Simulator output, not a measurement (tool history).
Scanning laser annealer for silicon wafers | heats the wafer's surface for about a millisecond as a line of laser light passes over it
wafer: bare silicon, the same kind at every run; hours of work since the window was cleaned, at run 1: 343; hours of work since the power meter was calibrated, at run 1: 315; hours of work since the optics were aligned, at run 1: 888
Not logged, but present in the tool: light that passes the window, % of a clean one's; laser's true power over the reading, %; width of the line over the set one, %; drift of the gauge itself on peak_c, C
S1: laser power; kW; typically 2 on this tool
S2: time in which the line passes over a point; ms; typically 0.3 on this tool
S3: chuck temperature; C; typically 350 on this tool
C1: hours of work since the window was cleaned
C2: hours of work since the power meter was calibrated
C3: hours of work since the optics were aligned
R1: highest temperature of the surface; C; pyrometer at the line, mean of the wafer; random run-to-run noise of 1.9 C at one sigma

run,hour,S1,S2,S3,C1,C2,C3,R1
1,0,2,0.3,350,343,315,888,1158
2,25.9,2,0.3,350,358,330,903,1153
3,49.7,2,0.3,350,371,344,917,1153
4,67.7,2,0.3,350,382,355,927,1157
# hour 79.6: window over the wafer cleaned
5,100.5,2,0.3,350,12,372,945,1187
6,123.2,2,0.3,350,25,386,958,1191
7,139.8,2,0.3,312,35,395,968,1151
8,169.6,2,0.3,312,52,413,985,1147
9,201.9,1.885,0.3,350,71,431,1004,1138
10,230.1,1.885,0.3,350,87,448,1020,1132
11,257.7,1.885,0.3,353,103,464,1036,1134
12,281,1.885,0.3,353,117,477,1050,1135
13,298.4,2.078,0.3,350,127,487,1060,1209
14,313.8,2,0.215,350,136,496,1069,1038
15,329.7,2,0.285,321,145,505,1078,1124
16,351.8,2,0.285,321,158,518,1091,1121
17,375.7,1.944,0.214,377,172,532,1105,1041
18,397.1,1.944,0.214,377,184,545,1117,1041
19,414.5,1.944,0.223,382,194,555,1127,1061
# hour 439.6: optics aligned, line set to its width
20,439.6,2.039,0.341,379,206,566,0,1278
21,464.7,2.039,0.341,379,221,581,15,1274
22,479.5,1.841,0.3,350,229,590,23,1105
23,507.4,2,0.337,355,245,606,39,1227
24,527.6,2.175,0.258,350,257,617,51,1169
25,548.7,1.952,0.29,357,269,630,63,1141
26,570.9,1.776,0.227,357,282,643,76,980
27,593,1.776,0.227,357,295,655,89,980

Each row is a separate what-if for the run after 27, all from the same tool condition, not one after another. Results?
A,609,1.768,0.281,350,304,665,98,?
B,609,2.059,0.288,360,304,665,98,?
C,609,2.151,0.263,357,304,665,98,?
D,609,2.127,0.236,354,304,665,98,?
E,609,2,0.3,376,304,665,98,?

run,R1
A,1046
B,1178
C,1169
D,1112
E,1188
Take away the tool's hidden state, keep each run's random variation, and the runs would have read:
run,R1
A,1076
B,1214
C,1204
D,1145
E,1224
